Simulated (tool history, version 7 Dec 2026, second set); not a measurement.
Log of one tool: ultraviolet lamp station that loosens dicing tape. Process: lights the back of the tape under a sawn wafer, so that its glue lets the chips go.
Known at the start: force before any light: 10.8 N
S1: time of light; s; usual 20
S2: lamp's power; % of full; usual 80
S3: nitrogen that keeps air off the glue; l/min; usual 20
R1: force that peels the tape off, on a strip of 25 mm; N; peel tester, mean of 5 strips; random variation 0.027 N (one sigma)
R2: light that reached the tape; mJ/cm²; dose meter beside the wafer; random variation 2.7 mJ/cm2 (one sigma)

run 1 day=0 | S1=20 S2=80 S3=20 | R1=1.543 R2=340
run 2 day=0.383 | S1=20 S2=80 S3=20 | R1=1.46 R2=335
run 3 day=0.883 | S1=20 S2=80 S3=20 | R1=1.557 R2=339
run 4 day=1.383 | S1=20 S2=68 S3=20 | R1=2.033 R2=288
run 5 day=1.858 | S1=20 S2=74 S3=20 | R1=1.818 R2=310
run 6 day=2.146 | S1=20 S2=74 S3=20 | R1=1.797 R2=310
run 7 day=2.383 | S1=20 S2=74 S3=20 | R1=1.868 R2=308
run 8 day=2.788 | S1=20 S2=88 S3=20 | R1=1.297 R2=369
run 9 day=3.079 | S1=20 S2=80 S3=20 | R1=1.579 R2=331
run 10 day=3.408 | S1=20 S2=80 S3=20 | R1=1.571 R2=325
run 11 day=3.654 | S1=39 S2=80 S3=20 | R1=0.376 R2=644
run 12 day=4.062 | S1=39 S2=80 S3=20 | R1=0.394 R2=636
run 13 day=4.483 | S1=39 S2=80 S3=20 | R1=0.383 R2=633
run 14 day=5.029 | S1=20 S2=80 S3=23 | R1=1.491 R2=329
run 15 day=5.417 | S1=20 S2=80 S3=23 | R1=1.502 R2=320
run 16 day=5.788 | S1=20 S2=80 S3=23 | R1=1.463 R2=326
run 17 day=6.296 | S1=20 S2=80 S3=9 | R1=2.679 R2=318
run 18 day=6.712 | S1=20 S2=87 S3=20 | R1=1.444 R2=347
run 19 day=6.979 | S1=20 S2=87 S3=25 | R1=1.305 R2=345
run 20 day=7.55 | S1=20 S2=87 S3=25 | R1=1.286 R2=349
run 21 day=8.067 | S1=20 S2=69 S3=11 | R1=2.988 R2=271
run 22 day=8.388 | S1=12 S2=69 S3=31 | R1=3.522 R2=162
run 23 day=8.854 | S1=14 S2=80 S3=13 | R1=3.543 R2=218
run 24 day=9.396 | S1=14 S2=80 S3=13 | R1=3.733 R2=217
run 25 day=9.967 | S1=14 S2=80 S3=13 | R1=3.666 R2=216
run 26 day=10.308 | S1=20 S2=80 S3=6 | R1=3.561 R2=306
run 27 day=10.704 | S1=13 S2=80 S3=6 | R1=5.124 R2=198
run 28 day=11.233 | S1=26 S2=83 S3=16 | R1=1.218 R2=408
run 29 day=11.775 | S1=26 S2=83 S3=16 | R1=1.253 R2=413
run 30 day=12.312 | S1=32 S2=80 S3=20 | R1=0.734 R2=484
run 31 day=12.562 | S1=32 S2=80 S3=20 | R1=0.745 R2=480
run 32 day=12.904 | S1=32 S2=80 S3=20 | R1=0.739 R2=483
run 33 day=13.346 | S1=13 S2=63 S3=8 | R1=5.742 R2=154
run 34 day=13.804 | S1=18 S2=77 S3=7 | R1=3.975 R2=254
run 35 day=14.371 | S1=20 S2=83 S3=20 | R1=1.792 R2=308
run 36 day=14.875 | S1=10 S2=64 S3=20 | R1=5.257 R2=119

5 ways to go on from here, each from the tool as it stands after run 36. What would each give?
run A day=15.183 | S1=33 S2=64 S3=39 | R1=? R2=?
run B day=15.183 | S1=20 S2=79 S3=32 | R1=? R2=?
run C day=15.183 | S1=40 S2=64 S3=18 | R1=? R2=?
run D day=15.183 | S1=17 S2=87 S3=8 | R1=? R2=?
run E day=15.183 | S1=10 S2=76 S3=10 | R1=? R2=?

run=A R1=0.74 R2=387
run=B R1=1.5 R2=294
run=C R1=0.833 R2=475
run=D R1=3.517 R2=273
run=E R1=5.858 R2=138
Without the tool's hidden state the same runs would have given:
run=A R1=0.452 R2=482
run=B R1=0.965 R2=366
run=C R1=0.504 R2=591
run=D R1=2.693 R2=340
run=E R1=5.022 R2=172
